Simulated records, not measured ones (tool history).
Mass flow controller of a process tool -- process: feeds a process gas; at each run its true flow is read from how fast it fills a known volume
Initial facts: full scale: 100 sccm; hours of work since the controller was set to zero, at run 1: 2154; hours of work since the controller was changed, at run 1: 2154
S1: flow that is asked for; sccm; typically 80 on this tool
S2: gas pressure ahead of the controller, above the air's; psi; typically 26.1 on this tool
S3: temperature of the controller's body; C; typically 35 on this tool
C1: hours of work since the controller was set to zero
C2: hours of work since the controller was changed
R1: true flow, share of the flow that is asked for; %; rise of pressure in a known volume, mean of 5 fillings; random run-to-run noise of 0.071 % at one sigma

run,hour,S1,S2,S3,C1,C2,R1
1,0,80,26.1,35,2154,2154,99.8
2,103.8,80,26.1,35,2221,2221,99.8
3,203.6,80,26.1,35,2285,2285,99.76
4,307.7,80,26.1,35,2352,2352,99.79
5,359.4,80,26.1,35,2385,2385,99.85
6,413.3,80,26.1,35,2419,2419,99.78
7,509.3,80,26.1,35,2481,2481,99.88
8,601.7,80,22,35,2541,2541,99.94
9,695.9,80,26.1,35,2601,2601,99.89
10,810.4,80,26.1,35,2675,2675,99.93
11,922.4,80,32.6,35,2747,2747,99.72
12,1029.5,20,27.6,35,2815,2815,99.49
13,1118.6,18,23.1,30,2873,2873,99.69
14,1193.6,39,23.1,21,2921,2921,100.1
15,1299.4,88,23.5,26,2989,2989,100.38
16,1363.8,61,23.5,35,3030,3030,100
17,1451.9,15,30,38,3087,3087,99.51
18,1524.9,15,30,38,3134,3134,99.42
19,1637,80,35.8,24,3206,3206,100.13
20,1733.8,25,30.5,29,3268,3268,99.74
21,1839.3,25,30.5,29,3336,3336,99.6

Here are 4 independent what-if runs from the current tool condition. What would each one return?
A,1919.4,66,28.4,27,3387,3387,?
B,1919.4,17,26.4,35,3387,3387,?
C,1919.4,12,23.9,33,3387,3387,?
D,1919.4,25,26.5,37,3387,3387,?

run,R1
A,100.29
B,99.8
C,99.88
D,99.63
Without the tool's hidden state the same runs would have given:
run,R1
A,99.71
B,99.23
C,99.31
D,99.05

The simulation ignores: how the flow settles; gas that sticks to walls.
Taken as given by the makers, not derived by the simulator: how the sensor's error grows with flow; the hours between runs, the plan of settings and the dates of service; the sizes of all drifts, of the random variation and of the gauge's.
